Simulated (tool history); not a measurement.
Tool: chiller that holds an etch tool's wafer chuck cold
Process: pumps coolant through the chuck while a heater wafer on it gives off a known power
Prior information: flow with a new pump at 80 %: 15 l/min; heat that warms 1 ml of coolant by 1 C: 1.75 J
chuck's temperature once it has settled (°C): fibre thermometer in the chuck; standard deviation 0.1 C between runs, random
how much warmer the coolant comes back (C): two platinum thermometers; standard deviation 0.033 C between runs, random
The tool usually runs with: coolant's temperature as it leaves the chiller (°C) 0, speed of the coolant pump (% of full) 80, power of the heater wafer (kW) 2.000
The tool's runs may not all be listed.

run,hour,coolant's temperature as it leaves the chiller (°C),speed of the coolant pump (% of full),power of the heater wafer (kW),chuck's temperature once it has settled (°C),how much warmer the coolant comes back (C)
1,0.0,0,80,2.000,12.7,4.56
2,121.3,0,80,2.000,12.7,4.59
3,289.8,0,80,2.000,12.6,4.63
4,426.6,0,80,2.000,12.6,4.55
5,523.5,0,80,2.000,12.7,4.59
6,663.5,0,99,2.000,11.2,3.75
7,783.0,0,80,2.000,12.7,4.67
8,941.4,0,80,2.000,12.5,4.59
# hour 987.2: chiller's thermometer calibrated
9,1037.0,0,82,2.000,12.5,4.54
10,1129.4,0,94,2.000,11.5,4.03
11,1269.8,0,94,2.000,11.4,4.02
12,1377.2,0,94,2.000,11.4,3.99
13,1538.8,0,80,2.000,12.6,4.69
14,1698.9,0,80,2.000,12.7,4.70
15,1833.4,0,80,2.000,12.4,4.76
16,1961.1,0,80,2.000,12.7,4.76
17,2040.8,0,80,2.000,12.6,4.74
18,2193.2,0,64,2.000,14.5,5.84

Run 19 is up next; what results do you expect?
19,2363.2,0,64,2.000,?,?

{"run 19": {"chuck's temperature once it has settled (°C)": 14.6, "how much warmer the coolant comes back (C)": 5.84}}
Had the tool carried no hidden state, the very same run would have given chuck's temperature once it has settled (°C) 14.6, how much warmer the coolant comes back (C) 5.62.
